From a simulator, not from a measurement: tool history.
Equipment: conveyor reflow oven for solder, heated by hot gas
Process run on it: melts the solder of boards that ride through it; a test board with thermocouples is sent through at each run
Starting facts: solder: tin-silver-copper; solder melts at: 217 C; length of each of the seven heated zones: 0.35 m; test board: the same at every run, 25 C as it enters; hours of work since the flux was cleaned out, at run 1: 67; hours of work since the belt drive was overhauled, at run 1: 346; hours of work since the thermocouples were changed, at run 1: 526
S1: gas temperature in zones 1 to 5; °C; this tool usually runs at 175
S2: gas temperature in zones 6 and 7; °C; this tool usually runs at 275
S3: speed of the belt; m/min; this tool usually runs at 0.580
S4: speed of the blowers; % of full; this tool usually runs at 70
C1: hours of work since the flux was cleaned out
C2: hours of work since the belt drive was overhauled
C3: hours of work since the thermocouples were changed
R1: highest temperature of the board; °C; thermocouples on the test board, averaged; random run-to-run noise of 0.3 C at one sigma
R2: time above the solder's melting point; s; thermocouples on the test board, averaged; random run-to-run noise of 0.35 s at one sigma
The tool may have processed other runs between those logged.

run,day,S1,S2,S3,S4,C1,C2,C3,R1,R2
1,0.000,175,275,0.580,70,67,346,526,252.7,53.9
2,2.138,175,275,0.580,70,105,384,564,252.5,52.8
3,4.079,175,275,0.580,70,140,419,599,253.2,53.3
4,5.154,175,275,0.580,70,159,438,618,252.1,53.4
5,6.542,175,275,0.580,70,183,462,642,251.4,52.7
# day 7.442: flux residue cleaned out of gas plates and filters
6,8.050,175,275,0.580,70,11,486,666,254.1,54.7
7,10.388,175,275,0.580,70,52,527,707,254.0,54.3
8,12.154,175,275,0.568,70,84,559,739,254.2,55.8
9,14.292,175,275,0.568,70,122,597,777,254.1,56.5
10,16.700,175,275,0.635,70,165,640,820,249.0,45.2
# day 17.042: belt drive overhauled, speed set with a stopwatch
# day 18.662: flux residue cleaned out of gas plates and filters
11,18.975,175,275,0.635,70,6,31,853,250.7,47.6
12,20.867,169,275,0.580,70,39,64,887,253.2,51.8
# day 21.850: belt drive overhauled, speed set with a stopwatch, once more
# day 22.317: thermocouples of zones 6 and 7 changed
13,22.375,162,275,0.580,70,62,8,1,248.4,45.2
14,24.733,162,275,0.580,70,104,50,43,247.7,45.5
15,26.033,162,275,0.580,70,127,73,66,248.3,44.5
16,28.279,168,275,0.580,70,167,113,106,249.0,47.5
# day 29.938: flux residue cleaned out of gas plates and filters
17,30.033,177,285,0.580,60,2,140,134,256.8,57.3
18,31.967,177,285,0.580,60,36,175,168,257.2,55.8
19,34.233,175,264,0.524,52,76,215,208,241.3,48.2
20,36.283,175,274,0.474,52,113,252,245,252.7,65.9
21,38.629,175,283,0.465,70,155,293,287,266.5,77.5
22,39.950,175,283,0.465,70,178,317,310,266.2,78.0
# day 40.975: flux residue cleaned out of gas plates and filters
23,42.200,175,270,0.507,63,22,353,346,252.8,61.4
24,44.175,175,270,0.507,63,57,388,382,252.1,61.7
25,46.592,175,270,0.507,75,100,432,425,254.5,64.2
26,48.621,175,270,0.507,75,136,468,461,254.5,63.9
27,51.208,175,270,0.507,75,182,514,507,254.1,63.8
# day 52.058: flux residue cleaned out of gas plates and filters
28,52.533,179,268,0.507,63,8,534,527,252.3,63.5
29,54.271,179,268,0.507,63,39,565,558,252.0,63.0

Selected run-to-run steps in R1, each split into two signed amounts: the part the tool would show with no hidden state at all (from settings, incoming material and random variation), and the remainder, which goes to the hidden state together with any gauge scatter not common to the measured and the hidden-state-free results:
Hidden state at play: heat that the gas passes to the board, % of a clean oven's; belt's true speed, % of the reading; true gas temperature in zones 6 and 7 over the reading, C; drift of the gauge itself on peak_c, C; drift of the gauge itself on liquid_s, %.
Run 10 -> 11: belt drive overhauled, speed set with a stopwatch, flux residue cleaned out of gas plates and filters. R1 +1.7 °C: hidden state +2.2, all else -0.5.
Run 12 -> 13: S1 169 -> 162, belt drive overhauled, speed set with a stopwatch, once more, thermocouples of zones 6 and 7 changed. R1 -4.8 °C: hidden state -3.4, all else -1.4.
Run 18 -> 19: S1 177 -> 175, S2 285 -> 264, S3 0.580 -> 0.524, S4 60 -> 52. R1 -15.9 °C: hidden state +0.1, all else -16.0.
Run 20 -> 21: S2 274 -> 283, S3 0.474 -> 0.465, S4 52 -> 70. R1 +13.8 °C: hidden state -0.3, all else +14.1.
